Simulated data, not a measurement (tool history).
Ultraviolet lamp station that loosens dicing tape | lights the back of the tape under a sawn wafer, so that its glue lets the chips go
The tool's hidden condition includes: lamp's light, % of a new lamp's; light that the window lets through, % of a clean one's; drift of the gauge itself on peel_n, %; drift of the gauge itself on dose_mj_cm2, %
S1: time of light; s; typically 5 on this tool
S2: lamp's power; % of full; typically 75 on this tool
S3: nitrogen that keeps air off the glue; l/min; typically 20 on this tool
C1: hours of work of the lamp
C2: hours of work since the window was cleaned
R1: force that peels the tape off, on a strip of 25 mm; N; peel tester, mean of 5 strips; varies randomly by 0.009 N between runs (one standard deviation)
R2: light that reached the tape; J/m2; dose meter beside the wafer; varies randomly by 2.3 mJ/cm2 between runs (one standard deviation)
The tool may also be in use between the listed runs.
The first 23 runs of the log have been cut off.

run	hour	S1	S2	S3	C1	C2	R1	R2
24	1249.1	5	85	20	260	178	0.4	2250
25	1299.6	4	85	15	281	199	0.682	1780
26	1360.5	4	85	15	306	224	0.678	1750
27	1419.7	4	61	34	330	248	0.786	1260
28	1459.9	7	64	20	346	265	0.376	2240
29	1489.8	7	64	20	359	277	0.402	2230
30	1542.4	7	64	20	380	298	0.392	2190
31	1580.1	7	80	15	396	314	0.335	2710
32	1645.3	7	80	15	422	340	0.363	2670
33	1694.8	4	82	40	442	360	0.506	1560
34	1742.5	3	90	32	462	380	0.779	1260
35	1804.2	3	91	24	487	405	0.872	1270
36	1850.3	5	92	20	506	424	0.423	2090
37	1902.2	5	92	20	527	445	0.459	2110
38	1946.9	5	92	20	545	463	0.473	2050
39	1990.1	5	75	19	563	481	0.683	1620
40	2048.4	5	75	19	587	505	0.689	1590
41	2082.5	2	75	32	601	519	1.809	650
42	2153.2	5	75	14	630	548	0.847	1560
43	2226	4	62	23	659	577	1.255	1000

Each row is a separate what-if for the run after 43, all from the same tool condition, not one after another. Results?
A	2274.5	2	87	23	679	597	?	?
B	2274.5	3	90	33	679	597	?	?
C	2274.5	4	62	7	679	597	?	?

run	R1	R2
A	1.825	690
B	0.944	1090
C	2.07	1040
With the hidden condition removed and each run's random variation left untouched, the same runs would have given:
run	R1	R2
A	1.131	1050
B	0.481	1650
C	1.336	1560
